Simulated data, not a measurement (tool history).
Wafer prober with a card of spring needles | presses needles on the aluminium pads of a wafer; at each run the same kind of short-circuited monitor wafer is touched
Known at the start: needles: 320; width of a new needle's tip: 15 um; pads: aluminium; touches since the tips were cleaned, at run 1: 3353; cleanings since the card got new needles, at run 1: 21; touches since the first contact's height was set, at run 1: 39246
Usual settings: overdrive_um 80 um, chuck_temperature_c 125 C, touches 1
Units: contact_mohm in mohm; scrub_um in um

run,hour,overdrive_um,chuck_temperature_c,touches,touches since the tips were cleaned,cleanings since the card got new needles,touches since the first contact's height was set,contact_mohm,scrub_um
1,0.0,80,125,1,3353,21,39246,271,11.19
# hour 14.8: tips cleaned on abrasive film
2,30.7,80,89,1,3605,22,46159,269,11.31
# hour 42.8: tips cleaned on abrasive film
3,51.1,80,58,1,1861,23,50727,254,11.08
4,64.8,88,125,1,4955,23,53821,272,12.32
# hour 72.5: tips cleaned on abrasive film
5,94.6,65,125,1,4983,24,60517,293,8.94
# hour 101.2: tips cleaned on abrasive film
6,115.5,65,125,1,3227,25,65209,282,9.01
# hour 131.4: tips cleaned on abrasive film
7,133.3,80,125,1,426,26,69206,253,11.11
8,148.5,80,125,1,3849,26,72629,275,11.10
# hour 159.5: tips cleaned on abrasive film
9,174.2,80,53,1,3306,27,78398,259,10.95
# hour 188.2: tips cleaned on abrasive film
10,188.2,61,53,1,4,28,81548,236,8.32
11,213.9,80,56,1,5789,28,87333,268,10.98
# hour 218.2: tips cleaned on abrasive film
12,243.2,80,77,1,5651,29,93931,277,11.04
# hour 247.8: tips cleaned on abrasive film
13,269.7,80,125,1,4924,30,99872,277,10.98
# hour 276.8: tips cleaned on abrasive film
14,300.3,92,125,1,5301,31,106757,271,12.68
# hour 305.8: tips cleaned on abrasive film
15,330.4,92,125,1,5539,32,113526,274,12.57
# hour 334.9: tips cleaned on abrasive film
16,343.4,92,125,1,1913,33,116431,259,12.60
# hour 362.0: height of the first contact set anew
# hour 364.2: tips cleaned on abrasive film
17,364.2,92,125,1,0,34,473,249,12.89
# hour 393.1: tips cleaned on abrasive film
18,393.1,69,32,1,0,35,6979,227,9.71
19,410.5,65,97,3,3911,35,10890,254,9.02
# hour 421.8: tips cleaned on abrasive film
20,427.2,65,97,3,1211,36,14643,247,9.06
# hour 449.9: tips cleaned on abrasive film
21,451.1,88,69,3,283,37,20019,235,12.21
22,475.8,88,69,3,5844,37,25580,245,12.27
# hour 478.2: tips cleaned on abrasive film
23,498.8,88,69,3,4654,38,30752,240,12.30

Forecast run 24:
# hour 507.8: tips cleaned on abrasive film
24,515.1,88,69,3,1635,39,34392,?,?

{"run 24": {"contact_mohm": 236, "scrub_um": 12.25}}
Without the tool's hidden state the same run would have given contact_mohm 230 mohm, scrub_um 12.34 um.
